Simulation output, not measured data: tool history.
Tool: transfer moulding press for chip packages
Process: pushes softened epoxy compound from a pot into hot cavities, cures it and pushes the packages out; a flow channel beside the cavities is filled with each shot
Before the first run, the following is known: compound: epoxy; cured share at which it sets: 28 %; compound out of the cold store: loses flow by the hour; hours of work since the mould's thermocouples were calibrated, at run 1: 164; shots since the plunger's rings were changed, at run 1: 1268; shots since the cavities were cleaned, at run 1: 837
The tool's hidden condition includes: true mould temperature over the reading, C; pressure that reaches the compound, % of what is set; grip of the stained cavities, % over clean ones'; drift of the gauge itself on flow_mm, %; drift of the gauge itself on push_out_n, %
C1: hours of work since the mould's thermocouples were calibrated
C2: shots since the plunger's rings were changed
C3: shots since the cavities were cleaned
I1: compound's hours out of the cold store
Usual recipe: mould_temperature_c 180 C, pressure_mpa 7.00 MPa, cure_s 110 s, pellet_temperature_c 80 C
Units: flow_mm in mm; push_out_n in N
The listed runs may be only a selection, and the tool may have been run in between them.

{"run": 1, "day": 0.0, "mould_temperature_c": 180, "pressure_mpa": 7.0, "cure_s": 110, "pellet_temperature_c": 80, "C1": 164, "C2": 1268, "C3": 837, "I1": 21.9, "flow_mm": 604, "push_out_n": 770}
{"day": 0.333, "done": "cavities cleaned with cleaning compound and waxed"}
{"run": 2, "day": 2.183, "mould_temperature_c": 180, "pressure_mpa": 7.0, "cure_s": 110, "pellet_temperature_c": 80, "C1": 186, "C2": 1660, "C3": 342, "I1": 24.3, "flow_mm": 595, "push_out_n": 660}
{"run": 3, "day": 4.138, "mould_temperature_c": 180, "pressure_mpa": 7.0, "cure_s": 110, "pellet_temperature_c": 80, "C1": 206, "C2": 2021, "C3": 703, "I1": 9.3, "flow_mm": 639, "push_out_n": 778}
{"day": 5.125, "done": "cavities cleaned with cleaning compound and waxed"}
{"run": 4, "day": 7.208, "mould_temperature_c": 180, "pressure_mpa": 7.0, "cure_s": 110, "pellet_temperature_c": 80, "C1": 238, "C2": 2576, "C3": 385, "I1": 16.3, "flow_mm": 609, "push_out_n": 650}
{"run": 5, "day": 9.333, "mould_temperature_c": 180, "pressure_mpa": 7.55, "cure_s": 110, "pellet_temperature_c": 80, "C1": 260, "C2": 2969, "C3": 778, "I1": 41.1, "flow_mm": 557, "push_out_n": 712}
{"day": 10.067, "done": "cavities cleaned with cleaning compound and waxed"}
{"run": 6, "day": 12.033, "mould_temperature_c": 180, "pressure_mpa": 7.55, "cure_s": 110, "pellet_temperature_c": 80, "C1": 288, "C2": 3456, "C3": 364, "I1": 38.0, "flow_mm": 564, "push_out_n": 653}
{"run": 7, "day": 13.821, "mould_temperature_c": 184, "pressure_mpa": 7.55, "cure_s": 110, "pellet_temperature_c": 80, "C1": 306, "C2": 3785, "C3": 693, "I1": 47.0, "flow_mm": 531, "push_out_n": 616}
{"day": 14.704, "done": "plunger's sealing rings changed"}
{"day": 14.983, "done": "cavities cleaned with cleaning compound and waxed"}
{"run": 8, "day": 15.412, "mould_temperature_c": 184, "pressure_mpa": 7.55, "cure_s": 110, "pellet_temperature_c": 80, "C1": 321, "C2": 120, "C3": 80, "I1": 13.2, "flow_mm": 658, "push_out_n": 459}
{"run": 9, "day": 17.358, "mould_temperature_c": 180, "pressure_mpa": 7.0, "cure_s": 110, "pellet_temperature_c": 80, "C1": 342, "C2": 479, "C3": 439, "I1": 45.7, "flow_mm": 550, "push_out_n": 645}
{"day": 17.688, "done": "mould's thermocouples calibrated"}
{"day": 19.812, "done": "cavities cleaned with cleaning compound and waxed"}
{"run": 10, "day": 20.392, "mould_temperature_c": 180, "pressure_mpa": 7.0, "cure_s": 110, "pellet_temperature_c": 80, "C1": 28, "C2": 1012, "C3": 107, "I1": 32.3, "flow_mm": 575, "push_out_n": 566}
{"run": 11, "day": 22.025, "mould_temperature_c": 180, "pressure_mpa": 7.0, "cure_s": 116, "pellet_temperature_c": 80, "C1": 45, "C2": 1314, "C3": 409, "I1": 22.5, "flow_mm": 606, "push_out_n": 657}
{"run": 12, "day": 23.442, "mould_temperature_c": 180, "pressure_mpa": 7.0, "cure_s": 116, "pellet_temperature_c": 80, "C1": 60, "C2": 1575, "C3": 670, "I1": 31.4, "flow_mm": 577, "push_out_n": 683}
{"day": 24.675, "done": "cavities cleaned with cleaning compound and waxed"}
{"run": 13, "day": 25.175, "mould_temperature_c": 180, "pressure_mpa": 7.0, "cure_s": 116, "pellet_temperature_c": 80, "C1": 77, "C2": 1884, "C3": 92, "I1": 29.2, "flow_mm": 581, "push_out_n": 502}
{"run": 14, "day": 27.3, "mould_temperature_c": 180, "pressure_mpa": 7.0, "cure_s": 116, "pellet_temperature_c": 80, "C1": 99, "C2": 2276, "C3": 484, "I1": 36.7, "flow_mm": 556, "push_out_n": 659}
{"run": 15, "day": 28.642, "mould_temperature_c": 180, "pressure_mpa": 6.33, "cure_s": 148, "pellet_temperature_c": 80, "C1": 113, "C2": 2524, "C3": 732, "I1": 27.8, "flow_mm": 551, "push_out_n": 593}
{"day": 29.538, "done": "cavities cleaned with cleaning compound and waxed"}
{"day": 31.462, "done": "mould's thermocouples calibrated, once more"}
{"run": 16, "day": 31.833, "mould_temperature_c": 177, "pressure_mpa": 8.38, "cure_s": 91, "pellet_temperature_c": 80, "C1": 4, "C2": 3087, "C3": 409, "I1": 23.3, "flow_mm": 651, "push_out_n": 1086}
{"run": 17, "day": 33.104, "mould_temperature_c": 177, "pressure_mpa": 8.38, "cure_s": 91, "pellet_temperature_c": 80, "C1": 17, "C2": 3322, "C3": 644, "I1": 43.1, "flow_mm": 588, "push_out_n": 1118}
{"day": 34.475, "done": "cavities cleaned with cleaning compound and waxed"}
{"run": 18, "day": 34.838, "mould_temperature_c": 180, "pressure_mpa": 7.0, "cure_s": 98, "pellet_temperature_c": 80, "C1": 35, "C2": 3630, "C3": 67, "I1": 13.5, "flow_mm": 614, "push_out_n": 625}
{"day": 36.429, "done": "plunger's sealing rings changed"}
{"run": 19, "day": 37.862, "mould_temperature_c": 180, "pressure_mpa": 5.43, "cure_s": 131, "pellet_temperature_c": 79, "C1": 65, "C2": 265, "C3": 606, "I1": 13.0, "flow_mm": 558, "push_out_n": 584}
{"day": 39.442, "done": "cavities cleaned with cleaning compound and waxed"}
{"run": 20, "day": 39.442, "mould_temperature_c": 180, "pressure_mpa": 6.85, "cure_s": 110, "pellet_temperature_c": 81, "C1": 81, "C2": 546, "C3": 0, "I1": 46.6, "flow_mm": 532, "push_out_n": 446}
{"run": 21, "day": 42.188, "mould_temperature_c": 187, "pressure_mpa": 5.45, "cure_s": 150, "pellet_temperature_c": 80, "C1": 110, "C2": 1053, "C3": 507, "I1": 16.3, "flow_mm": 532, "push_out_n": 515}
{"day": 44.196, "done": "cavities cleaned with cleaning compound and waxed"}
{"run": 22, "day": 44.196, "mould_temperature_c": 187, "pressure_mpa": 5.45, "cure_s": 150, "pellet_temperature_c": 80, "C1": 130, "C2": 1412, "C3": 0, "I1": 29.2, "flow_mm": 500, "push_out_n": 368}
{"run": 23, "day": 46.062, "mould_temperature_c": 187, "pressure_mpa": 5.45, "cure_s": 150, "pellet_temperature_c": 80, "C1": 150, "C2": 1757, "C3": 345, "I1": 14.3, "flow_mm": 533, "push_out_n": 454}
{"run": 24, "day": 47.638, "mould_temperature_c": 180, "pressure_mpa": 5.45, "cure_s": 137, "pellet_temperature_c": 80, "C1": 166, "C2": 2047, "C3": 635, "I1": 31.4, "flow_mm": 503, "push_out_n": 573}
{"day": 49.112, "done": "cavities cleaned with cleaning compound and waxed"}
{"run": 25, "day": 49.671, "mould_temperature_c": 180, "pressure_mpa": 5.45, "cure_s": 137, "pellet_temperature_c": 80, "C1": 187, "C2": 2411, "C3": 103, "I1": 24.6, "flow_mm": 518, "push_out_n": 424}
{"run": 26, "day": 52.233, "mould_temperature_c": 180, "pressure_mpa": 5.45, "cure_s": 109, "pellet_temperature_c": 78, "C1": 214, "C2": 2884, "C3": 576, "I1": 26.1, "flow_mm": 509, "push_out_n": 692}
{"day": 53.867, "done": "cavities cleaned with cleaning compound and waxed"}
{"run": 27, "day": 54.138, "mould_temperature_c": 180, "pressure_mpa": 7.0, "cure_s": 140, "pellet_temperature_c": 87, "C1": 233, "C2": 3224, "C3": 50, "I1": 31.6, "flow_mm": 563, "push_out_n": 375}
{"run": 28, "day": 56.771, "mould_temperature_c": 175, "pressure_mpa": 7.0, "cure_s": 110, "pellet_temperature_c": 73, "C1": 260, "C2": 3711, "C3": 537, "I1": 40.2, "flow_mm": 546, "push_out_n": 863}

Predict each of these 3 candidate next runs independently; none follows another, all start after run 28:
{"day": 57.917, "done": "plunger's sealing rings changed"}
{"day": 58.858, "done": "cavities cleaned with cleaning compound and waxed"}
{"run": "A", "day": 58.858, "mould_temperature_c": 175, "pressure_mpa": 7.0, "cure_s": 110, "pellet_temperature_c": 83, "C1": 280, "C2": 163, "C3": 0, "I1": 14.2, "flow_mm": "?", "push_out_n": "?"}
{"day": 57.917, "done": "plunger's sealing rings changed"}
{"day": 58.858, "done": "cavities cleaned with cleaning compound and waxed"}
{"run": "B", "day": 58.858, "mould_temperature_c": 180, "pressure_mpa": 7.0, "cure_s": 95, "pellet_temperature_c": 80, "C1": 280, "C2": 163, "C3": 0, "I1": 13.4, "flow_mm": "?", "push_out_n": "?"}
{"day": 57.917, "done": "plunger's sealing rings changed"}
{"day": 58.858, "done": "cavities cleaned with cleaning compound and waxed"}
{"run": "C", "day": 58.858, "mould_temperature_c": 178, "pressure_mpa": 7.78, "cure_s": 101, "pellet_temperature_c": 73, "C1": 280, "C2": 163, "C3": 0, "I1": 21.0, "flow_mm": "?", "push_out_n": "?"}

run=A flow_mm=652 push_out_n=633
run=B flow_mm=635 push_out_n=630
run=C flow_mm=652 push_out_n=635
Stripped of hidden state, with their random variation kept, the same runs would have yielded:
run=A flow_mm=654 push_out_n=604
run=B flow_mm=636 push_out_n=602
run=C flow_mm=654 push_out_n=607
